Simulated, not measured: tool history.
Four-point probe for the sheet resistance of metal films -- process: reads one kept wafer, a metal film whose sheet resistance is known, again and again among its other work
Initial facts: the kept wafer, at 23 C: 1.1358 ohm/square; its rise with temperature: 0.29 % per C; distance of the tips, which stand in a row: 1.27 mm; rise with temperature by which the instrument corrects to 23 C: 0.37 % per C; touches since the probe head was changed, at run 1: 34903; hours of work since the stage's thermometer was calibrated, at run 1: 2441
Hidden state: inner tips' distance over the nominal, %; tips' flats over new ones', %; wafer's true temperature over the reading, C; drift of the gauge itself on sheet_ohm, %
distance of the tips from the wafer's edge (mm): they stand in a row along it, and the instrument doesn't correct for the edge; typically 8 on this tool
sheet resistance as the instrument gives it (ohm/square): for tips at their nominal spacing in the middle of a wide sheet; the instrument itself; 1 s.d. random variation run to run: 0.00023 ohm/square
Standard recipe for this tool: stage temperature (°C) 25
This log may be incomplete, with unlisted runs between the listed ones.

run	hour	stage temperature (°C)	distance of the tips from the wafer's edge (mm)	touches since the probe head was changed	hours of work since the stage's thermometer was calibrated	sheet resistance as the instrument gives it (ohm/square)
1	0	25	8	34903	2441	1.156019
2	99.5	25	8	36083	2494	1.156305
3	171.8	25	4	36939	2532	1.199334
4	242.7	25	4	37780	2570	1.199514
5	312.6	25	4	38608	2607	1.199539
# hour 319.8: stage's thermometer calibrated
6	393.3	25	4	39558	39	1.200735
7	449.5	25	66	40225	69	1.142195
8	512.1	25	66	40966	102	1.141934
9	579.2	27	66	41761	138	1.140238
10	679.4	27	66	42949	191	1.140724
11	754.6	19	18	43840	231	1.151107
12	829.6	19	18	44729	270	1.15099
# hour 846.7: stage's thermometer calibrated, once more
13	942.9	19	18	46066	51	1.148368

The next listed run, before its measurement:
14	1008.9	24	32	46848	86	?

sheet resistance as the instrument gives it (ohm/square): 1.141539
Take away the tool's hidden state, keep the run-to-run variation as it was, and the same run would have given sheet resistance as the instrument gives it (ohm/square) 1.13593.
